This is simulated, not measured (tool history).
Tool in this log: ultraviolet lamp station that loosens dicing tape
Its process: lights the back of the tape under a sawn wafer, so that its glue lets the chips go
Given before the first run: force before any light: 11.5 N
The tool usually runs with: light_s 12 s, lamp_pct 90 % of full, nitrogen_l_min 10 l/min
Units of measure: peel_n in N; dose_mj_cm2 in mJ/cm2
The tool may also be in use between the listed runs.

run	day	light_s	lamp_pct	nitrogen_l_min	peel_n	dose_mj_cm2
1	0.000	12	90	10	0.627	521
2	0.392	12	90	10	0.637	525
3	0.804	12	90	10	0.624	519
4	1.204	12	90	10	0.639	524
5	1.679	8	90	10	1.490	349
6	2.067	8	90	10	1.469	342
7	2.512	12	68	10	1.141	389
# day 2.883: window cleaned of glue's vapour
8	2.992	12	68	10	1.286	377
9	3.367	12	68	10	1.278	373
10	3.592	12	68	10	1.273	377
11	3.817	12	68	10	1.278	376
12	4.250	12	68	10	1.285	371
13	4.654	12	68	10	1.283	374
14	5.038	12	68	10	1.344	374
15	5.321	12	90	10	0.731	491
16	5.717	12	90	10	0.740	495
# day 5.842: window cleaned of glue's vapour, once more
17	6.012	12	90	10	0.495	584
18	6.417	12	80	10	0.632	523
19	6.871	12	90	12	0.456	584
20	7.229	12	90	12	0.465	584
21	7.462	7	82	10	1.813	313
22	7.896	22	82	7	0.275	971
23	8.146	22	82	7	0.263	978
24	8.371	22	82	7	0.271	968
25	8.658	22	82	7	0.264	971
26	8.988	22	82	7	0.291	978
27	9.329	8	82	3	2.637	349
28	9.788	6	90	10	2.087	283
29	10.254	18	69	18	0.316	660
30	10.533	18	92	3	0.490	883
31	10.733	7	62	10	2.878	231
32	10.933	7	62	10	2.843	230
33	11.183	8	62	10	2.409	260
34	11.450	22	67	7	0.362	764
35	11.854	8	66	10	2.133	279
36	12.142	8	64	5	3.123	270
37	12.446	8	64	5	3.078	266
38	12.908	11	90	11	0.622	516
39	13.196	12	90	5	0.848	560

Each row is a separate what-if for the run after 39, all from the same tool condition, not one after another. Results?
A	13.483	12	90	3	?	?
B	13.483	12	90	19	?	?
C	13.483	13	90	8	?	?
D	13.483	9	90	6	?	?
E	13.483	12	95	5	?	?

run	peel_n	dose_mj_cm2
A	1.186	563
B	0.408	562
C	0.514	611
D	1.346	426
E	0.740	599
Without the tool's hidden state the same runs would have given:
run	peel_n	dose_mj_cm2
A	0.915	639
B	0.330	639
C	0.401	694
D	1.047	483
E	0.563	680
